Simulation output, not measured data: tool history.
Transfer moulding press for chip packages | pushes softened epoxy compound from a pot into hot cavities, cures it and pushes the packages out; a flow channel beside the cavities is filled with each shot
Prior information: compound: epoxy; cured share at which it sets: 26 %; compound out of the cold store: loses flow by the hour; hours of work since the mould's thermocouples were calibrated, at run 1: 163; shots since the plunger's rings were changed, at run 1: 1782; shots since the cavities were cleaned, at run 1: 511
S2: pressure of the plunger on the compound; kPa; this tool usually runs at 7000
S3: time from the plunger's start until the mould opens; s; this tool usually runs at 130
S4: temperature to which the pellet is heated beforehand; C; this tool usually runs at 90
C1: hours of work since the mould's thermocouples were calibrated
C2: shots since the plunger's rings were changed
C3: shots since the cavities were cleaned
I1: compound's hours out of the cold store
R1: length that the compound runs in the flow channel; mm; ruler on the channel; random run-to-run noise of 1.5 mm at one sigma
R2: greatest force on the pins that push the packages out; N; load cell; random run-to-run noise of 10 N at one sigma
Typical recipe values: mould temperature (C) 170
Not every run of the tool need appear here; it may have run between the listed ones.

{"run": 1, "day": 0.0, "mould temperature (C)": 170, "S2": 7000, "S3": 130, "S4": 90, "C1": 163, "C2": 1782, "C3": 511, "I1": 21.0, "R1": 763, "R2": 759}
{"run": 2, "day": 1.567, "mould temperature (C)": 170, "S2": 7000, "S3": 130, "S4": 90, "C1": 183, "C2": 2091, "C3": 820, "I1": 45.7, "R1": 638, "R2": 809}
{"day": 2.742, "done": "cavities cleaned with cleaning compound and waxed"}
{"run": 3, "day": 2.742, "mould temperature (C)": 170, "S2": 7000, "S3": 130, "S4": 90, "C1": 197, "C2": 2310, "C3": 0, "I1": 25.8, "R1": 732, "R2": 467}
{"day": 4.725, "done": "plunger's sealing rings changed"}
{"run": 4, "day": 5.25, "mould temperature (C)": 170, "S2": 7000, "S3": 130, "S4": 90, "C1": 227, "C2": 104, "C3": 474, "I1": 27.6, "R1": 746, "R2": 705}
{"run": 5, "day": 6.854, "mould temperature (C)": 170, "S2": 7000, "S3": 130, "S4": 90, "C1": 247, "C2": 421, "C3": 791, "I1": 24.9, "R1": 756, "R2": 812}
{"day": 8.129, "done": "cavities cleaned with cleaning compound and waxed"}
{"run": 6, "day": 8.4, "mould temperature (C)": 170, "S2": 7000, "S3": 130, "S4": 90, "C1": 266, "C2": 713, "C3": 53, "I1": 9.1, "R1": 842, "R2": 504}
{"run": 7, "day": 10.317, "mould temperature (C)": 170, "S2": 7000, "S3": 130, "S4": 90, "C1": 290, "C2": 1091, "C3": 431, "I1": 37.6, "R1": 685, "R2": 712}
{"run": 8, "day": 12.621, "mould temperature (C)": 170, "S2": 6760, "S3": 130, "S4": 90, "C1": 319, "C2": 1546, "C3": 886, "I1": 43.5, "R1": 643, "R2": 774}
{"day": 13.404, "done": "cavities cleaned with cleaning compound and waxed"}
{"run": 9, "day": 13.688, "mould temperature (C)": 170, "S2": 6760, "S3": 130, "S4": 90, "C1": 332, "C2": 1744, "C3": 56, "I1": 20.8, "R1": 751, "R2": 512}
{"run": 10, "day": 15.479, "mould temperature (C)": 170, "S2": 7000, "S3": 130, "S4": 90, "C1": 354, "C2": 2097, "C3": 409, "I1": 21.4, "R1": 759, "R2": 692}
{"run": 11, "day": 17.942, "mould temperature (C)": 170, "S2": 7000, "S3": 130, "S4": 90, "C1": 385, "C2": 2583, "C3": 895, "I1": 33.6, "R1": 691, "R2": 821}
{"day": 18.688, "done": "plunger's sealing rings changed"}
{"day": 18.75, "done": "cavities cleaned with cleaning compound and waxed"}
{"run": 12, "day": 19.6, "mould temperature (C)": 170, "S2": 7000, "S3": 127, "S4": 90, "C1": 404, "C2": 168, "C3": 168, "I1": 35.1, "R1": 705, "R2": 570}
{"run": 13, "day": 22.067, "mould temperature (C)": 170, "S2": 7000, "S3": 130, "S4": 94, "C1": 435, "C2": 655, "C3": 655, "I1": 31.7, "R1": 716, "R2": 771}
{"run": 14, "day": 23.154, "mould temperature (C)": 170, "S2": 7000, "S3": 130, "S4": 90, "C1": 449, "C2": 869, "C3": 869, "I1": 16.3, "R1": 796, "R2": 824}
{"day": 23.988, "done": "cavities cleaned with cleaning compound and waxed"}
{"run": 15, "day": 25.612, "mould temperature (C)": 168, "S2": 8510, "S3": 130, "S4": 90, "C1": 479, "C2": 1342, "C3": 321, "I1": 9.5, "R1": 922, "R2": 686}
{"run": 16, "day": 26.708, "mould temperature (C)": 168, "S2": 6330, "S3": 130, "S4": 90, "C1": 493, "C2": 1558, "C3": 537, "I1": 24.7, "R1": 713, "R2": 763}
{"run": 17, "day": 28.746, "mould temperature (C)": 170, "S2": 7000, "S3": 157, "S4": 90, "C1": 519, "C2": 1959, "C3": 938, "I1": 10.5, "R1": 818, "R2": 739}
{"day": 29.35, "done": "cavities cleaned with cleaning compound and waxed"}
{"run": 18, "day": 30.429, "mould temperature (C)": 171, "S2": 5890, "S3": 130, "S4": 90, "C1": 539, "C2": 2279, "C3": 212, "I1": 44.0, "R1": 586, "R2": 583}
{"day": 32.596, "done": "plunger's sealing rings changed"}
{"run": 19, "day": 32.758, "mould temperature (C)": 170, "S2": 7000, "S3": 130, "S4": 99, "C1": 567, "C2": 33, "C3": 652, "I1": 43.9, "R1": 662, "R2": 747}
{"day": 34.708, "done": "cavities cleaned with cleaning compound and waxed"}
{"run": 20, "day": 35.15, "mould temperature (C)": 170, "S2": 5800, "S3": 119, "S4": 99, "C1": 597, "C2": 492, "C3": 87, "I1": 11.8, "R1": 754, "R2": 590}
{"run": 21, "day": 37.229, "mould temperature (C)": 170, "S2": 5800, "S3": 119, "S4": 99, "C1": 623, "C2": 901, "C3": 496, "I1": 11.4, "R1": 749, "R2": 821}
{"run": 22, "day": 38.304, "mould temperature (C)": 170, "S2": 8270, "S3": 155, "S4": 90, "C1": 636, "C2": 1114, "C3": 709, "I1": 33.8, "R1": 767, "R2": 721}
{"run": 23, "day": 39.646, "mould temperature (C)": 176, "S2": 6360, "S3": 110, "S4": 96, "C1": 653, "C2": 1378, "C3": 973, "I1": 38.8, "R1": 632, "R2": 806}
{"day": 40.062, "done": "cavities cleaned with cleaning compound and waxed"}
{"run": 24, "day": 42.088, "mould temperature (C)": 176, "S2": 6360, "S3": 110, "S4": 88, "C1": 683, "C2": 1848, "C3": 400, "I1": 31.4, "R1": 661, "R2": 666}
{"run": 25, "day": 44.088, "mould temperature (C)": 170, "S2": 7900, "S3": 130, "S4": 99, "C1": 709, "C2": 2242, "C3": 794, "I1": 42.2, "R1": 690, "R2": 782}
{"day": 45.412, "done": "cavities cleaned with cleaning compound and waxed"}
{"run": 26, "day": 46.179, "mould temperature (C)": 174, "S2": 7900, "S3": 147, "S4": 85, "C1": 734, "C2": 2642, "C3": 151, "I1": 32.0, "R1": 730, "R2": 528}
{"day": 46.508, "done": "plunger's sealing rings changed"}
{"run": 27, "day": 47.629, "mould temperature (C)": 175, "S2": 7900, "S3": 147, "S4": 85, "C1": 751, "C2": 222, "C3": 417, "I1": 13.7, "R1": 854, "R2": 610}

Below are 5 alternative next runs, each starting from the tool's condition after run 27. Predict each:
{"run": "A", "day": 49.979, "mould temperature (C)": 165, "S2": 8220, "S3": 130, "S4": 95, "C1": 781, "C2": 685, "C3": 880, "I1": 27.6, "R1": "?", "R2": "?"}
{"run": "B", "day": 49.979, "mould temperature (C)": 172, "S2": 7900, "S3": 147, "S4": 85, "C1": 781, "C2": 685, "C3": 880, "I1": 21.0, "R1": "?", "R2": "?"}
{"run": "C", "day": 49.979, "mould temperature (C)": 170, "S2": 5520, "S3": 147, "S4": 85, "C1": 781, "C2": 685, "C3": 880, "I1": 46.1, "R1": "?", "R2": "?"}
{"run": "D", "day": 49.979, "mould temperature (C)": 170, "S2": 8620, "S3": 130, "S4": 96, "C1": 781, "C2": 685, "C3": 880, "I1": 14.6, "R1": "?", "R2": "?"}
{"run": "E", "day": 49.979, "mould temperature (C)": 177, "S2": 5860, "S3": 147, "S4": 97, "C1": 781, "C2": 685, "C3": 880, "I1": 19.8, "R1": "?", "R2": "?"}

run=A R1=812 R2=939
run=B R1=815 R2=733
run=C R1=574 R2=724
run=D R1=897 R2=781
run=E R1=696 R2=723
What these runs would have given with no unlogged condition in the tool:
run=A R1=822 R2=560
run=B R1=825 R2=420
run=C R1=581 R2=418
run=D R1=908 R2=457
run=E R1=704 R2=414

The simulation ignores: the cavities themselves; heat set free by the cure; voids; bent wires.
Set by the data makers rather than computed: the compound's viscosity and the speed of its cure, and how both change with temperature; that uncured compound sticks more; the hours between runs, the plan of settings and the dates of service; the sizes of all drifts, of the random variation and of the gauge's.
